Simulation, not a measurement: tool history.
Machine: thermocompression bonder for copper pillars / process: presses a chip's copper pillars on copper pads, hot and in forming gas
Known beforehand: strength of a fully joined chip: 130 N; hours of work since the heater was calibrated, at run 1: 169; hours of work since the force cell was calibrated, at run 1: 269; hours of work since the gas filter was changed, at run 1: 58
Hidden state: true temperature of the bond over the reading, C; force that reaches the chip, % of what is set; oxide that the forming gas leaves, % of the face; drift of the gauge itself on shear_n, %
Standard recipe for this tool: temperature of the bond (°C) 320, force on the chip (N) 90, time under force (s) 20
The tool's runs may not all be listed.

run	day	temperature of the bond (°C)	force on the chip (N)	time under force (s)	hours of work since the heater was calibrated	hours of work since the force cell was calibrated	hours of work since the gas filter was changed	force that shears a chip off (N)
1	0	320	90	20	169	269	58	68.3
2	0.338	320	90	20	172	272	62	68.7
3	0.592	320	90	20	175	275	64	67.1
4	0.867	350	90	20	177	277	67	87.5
5	1.342	350	90	20	182	282	72	87.3
6	1.75	292	90	20	186	286	76	49.1
7	2.167	320	78	20	190	290	80	61.5
8	2.488	320	90	20	193	293	83	67.9
9	2.783	320	90	20	196	296	86	67.4
10	3.292	320	90	20	201	301	91	68.3
11	3.704	320	90	20	205	305	95	67.4
12	3.925	320	90	26	207	307	97	73.8
13	4.342	320	106	20	212	312	101	74.2
14	4.6	320	106	20	214	314	104	74.5
15	4.971	320	106	20	218	318	107	73.6
16	5.421	319	106	20	222	322	112	72.5
17	5.858	349	131	55	226	326	116	114.8
18	6.204	324	72	35	230	330	119	73.8
19	6.45	331	119	20	232	332	122	86.1
20	6.825	320	69	20	236	336	125	57.1
21	7.262	320	69	20	240	340	130	56.7
22	7.65	330	90	22	244	344	133	75
23	7.962	330	90	22	247	347	137	74.9
24	8.417	330	90	22	252	352	141	74.7
25	8.779	330	90	22	255	355	145	75.1
26	9.258	330	90	22	260	360	149	74.4

Per-run results on a tool with no hidden state, each run keeping its own random variation:
run	force that shears a chip off (N)
1	67.7
2	68.2
3	66.7
4	87.8
5	87.7
6	48.5
7	61.2
8	67.8
9	67.3
10	68.3
11	67.5
12	74.2
13	74.7
14	75
15	74.2
16	73.2
17	119.2
18	74.6
19	87.7
20	57.5
21	57.1
22	76.3
23	76.3
24	76.2
25	76.7
26	76.2
